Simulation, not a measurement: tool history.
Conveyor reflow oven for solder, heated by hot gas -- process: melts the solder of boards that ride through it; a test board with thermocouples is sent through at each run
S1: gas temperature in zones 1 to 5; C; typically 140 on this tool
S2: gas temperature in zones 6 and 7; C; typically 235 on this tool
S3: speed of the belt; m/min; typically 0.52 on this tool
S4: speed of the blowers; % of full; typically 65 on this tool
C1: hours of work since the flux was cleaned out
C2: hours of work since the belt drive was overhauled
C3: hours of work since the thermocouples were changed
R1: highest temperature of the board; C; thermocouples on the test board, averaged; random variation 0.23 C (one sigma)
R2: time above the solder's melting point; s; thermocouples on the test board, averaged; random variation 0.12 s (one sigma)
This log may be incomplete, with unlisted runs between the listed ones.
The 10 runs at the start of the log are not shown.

run 11 hour=99.5 | S1=140 S2=235 S3=0.52 S4=65 | C1=58 C2=710 C3=189 | R1=220.2 R2=55.7
run 12 hour=106.1 | S1=134 S2=235 S3=0.52 S4=65 | C1=63 C2=715 C3=194 | R1=219 R2=53.1
run 13 hour=113.6 | S1=134 S2=235 S3=0.52 S4=65 | C1=68 C2=720 C3=199 | R1=219.2 R2=53.1
run 14 hour=120.3 | S1=140 S2=238 S3=0.52 S4=65 | C1=72 C2=724 C3=203 | R1=223 R2=57.3
run 15 hour=128.6 | S1=140 S2=238 S3=0.52 S4=62 | C1=78 C2=730 C3=209 | R1=221.7 R2=56.7
run 16 hour=138.3 | S1=132 S2=238 S3=0.52 S4=62 | C1=84 C2=736 C3=215 | R1=220.7 R2=53.5
run 17 hour=150.8 | S1=140 S2=247 S3=0.52 S4=65 | C1=92 C2=744 C3=223 | R1=231.1 R2=61.6
run 18 hour=162.8 | S1=140 S2=247 S3=0.569 S4=65 | C1=100 C2=752 C3=231 | R1=227.3 R2=54.6
run 19 hour=176.2 | S1=137 S2=247 S3=0.569 S4=73 | C1=109 C2=761 C3=240 | R1=229.2 R2=54.6
run 20 hour=189.4 | S1=149 S2=238 S3=0.52 S4=65 | C1=118 C2=770 C3=249 | R1=223.8 R2=61.2
run 21 hour=202.1 | S1=149 S2=238 S3=0.52 S4=65 | C1=126 C2=778 C3=257 | R1=223.5 R2=61.1
run 22 hour=214.1 | S1=149 S2=238 S3=0.52 S4=65 | C1=134 C2=786 C3=265 | R1=223.9 R2=61.1
run 23 hour=226.5 | S1=142 S2=237 S3=0.496 S4=68 | C1=142 C2=794 C3=273 | R1=224 R2=61.9
run 24 hour=234.7 | S1=142 S2=237 S3=0.496 S4=68 | C1=148 C2=800 C3=279 | R1=223.7 R2=61.9
run 25 hour=242.8 | S1=150 S2=237 S3=0.496 S4=68 | C1=153 C2=805 C3=284 | R1=224.7 R2=65.2
run 26 hour=250.1 | S1=132 S2=235 S3=0.518 S4=65 | C1=158 C2=810 C3=289 | R1=218.4 R2=52.4
run 27 hour=256.3 | S1=132 S2=235 S3=0.518 S4=65 | C1=162 C2=814 C3=293 | R1=218.6 R2=52.5
run 28 hour=268.9 | S1=149 S2=236 S3=0.498 S4=58 | C1=170 C2=822 C3=301 | R1=221.1 R2=62.5
-- hour=276.3 belt drive overhauled, speed set with a stopwatch
run 29 hour=282 | S1=140 S2=235 S3=0.433 S4=84 | C1=176 C2=4 C3=307 | R1=226.4 R2=71.5
-- hour=294.3 flux residue cleaned out of gas plates and filters
run 30 hour=297.1 | S1=127 S2=235 S3=0.553 S4=84 | C1=2 C2=10 C3=314 | R1=220.4 R2=48.5
run 31 hour=308.8 | S1=127 S2=235 S3=0.553 S4=84 | C1=10 C2=18 C3=322 | R1=220.1 R2=48.3

Alternative continuations, all from the tool just after run 31; predict every row:
run A hour=315.8 | S1=131 S2=235 S3=0.483 S4=84 | C1=14 C2=23 C3=326 | R1=? R2=?
run B hour=315.8 | S1=141 S2=246 S3=0.52 S4=65 | C1=14 C2=23 C3=326 | R1=? R2=?
run C hour=315.8 | S1=127 S2=235 S3=0.6 S4=84 | C1=14 C2=23 C3=326 | R1=? R2=?
run D hour=315.8 | S1=140 S2=234 S3=0.52 S4=65 | C1=14 C2=23 C3=326 | R1=? R2=?

run=A R1=224.2 R2=59.9
run=B R1=229.3 R2=60.2
run=C R1=217.7 R2=42.6
run=D R1=218.7 R2=53.6
Without the tool's unlogged condition, the same runs would have read:
run=A R1=225.7 R2=60.7
run=B R1=230.6 R2=60.9
run=C R1=219.1 R2=43.4
run=D R1=220 R2=54.5

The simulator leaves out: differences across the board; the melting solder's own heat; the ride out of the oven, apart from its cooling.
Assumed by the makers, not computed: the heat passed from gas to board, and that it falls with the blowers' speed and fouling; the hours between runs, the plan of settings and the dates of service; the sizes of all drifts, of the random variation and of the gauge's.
